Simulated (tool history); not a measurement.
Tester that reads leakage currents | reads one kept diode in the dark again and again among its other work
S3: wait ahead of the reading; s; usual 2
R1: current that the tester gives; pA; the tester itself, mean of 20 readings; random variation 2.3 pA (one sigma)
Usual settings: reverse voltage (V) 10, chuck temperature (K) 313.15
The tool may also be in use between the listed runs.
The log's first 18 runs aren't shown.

Run 19, day 126.012: usual settings but reverse voltage (V) 2.6, chuck temperature (K) 327.15, S3 9.94 s. Result: R1 990.97 pA.
At day 133.783: probe card cleaned and baked.
Run 20, day 134.012: usual settings but reverse voltage (V) 1.7, chuck temperature (K) 293.15, S3 2.12 s. Result: R1 53.57 pA.
Run 21, day 141.438: usual settings but reverse voltage (V) 1.7, chuck temperature (K) 303.15, S3 1 s. Result: R1 124.27 pA.
At day 145.175: chuck's temperature calibrated.
Run 22, day 146.946: usual settings but reverse voltage (V) 3.9, chuck temperature (K) 308.15, S3 0.48 s. Result: R1 305.06 pA.
Run 23, day 155.188: usual settings but reverse voltage (V) 10.7, chuck temperature (K) 330.15, S3 0.8 s. Result: R1 2587.42 pA.
Run 24, day 163.742: usual settings but S3 6.97 s. Result: R1 718.27 pA.
Run 25, day 172.696: usual settings but reverse voltage (V) 1.3, chuck temperature (K) 294.15, S3 1.33 s. Result: R1 51.95 pA.
Run 26, day 182.396: usual settings but reverse voltage (V) 2.1, chuck temperature (K) 307.15. Result: R1 194.53 pA.
Run 27, day 189.446: usual settings but reverse voltage (V) 4.1, chuck temperature (K) 302.15. Result: R1 182.22 pA.
Run 28, day 194.025: usual settings but S3 6.4 s. Result: R1 694.42 pA.
At day 197.921: chuck's temperature calibrated.
Run 29, day 203.917: usual settings but chuck temperature (K) 310.15. Result: R1 570.13 pA.
Run 30, day 213.483: usual settings but chuck temperature (K) 319.15, S3 4.77 s. Result: R1 1122.42 pA.
Run 31, day 218.025: usual settings but chuck temperature (K) 333.15. Result: R1 3011.28 pA.
Run 32, day 223.704: usual settings but chuck temperature (K) 333.15. Result: R1 3006.01 pA.

Forecast each of these 5 alternatives for the next run:
Run A, day 228.95: usual settings but chuck temperature (K) 296.15, S3 1.38 s. Result: R1 ?.
Run B, day 228.95: usual settings but reverse voltage (V) 5.9, chuck temperature (K) 303.15, S3 0.58 s. Result: R1 ?.
Run C, day 228.95: usual settings but reverse voltage (V) 3.3. Result: R1 ?.
Run D, day 228.95: usual settings but reverse voltage (V) 17.5, chuck temperature (K) 333.15, S3 3.84 s. Result: R1 ?.
Run E, day 228.95: usual settings but reverse voltage (V) 1.8, chuck temperature (K) 303.15, S3 2.59 s. Result: R1 ?.

run       R1
  A   177.46
  B    241.6
  C    392.4
  D  3983.14
  E   129.04
Without the tool's hidden state the same runs would have given:
run       R1
  A   189.65
  B    260.1
  C   423.19
  D  4273.03
  E   139.45
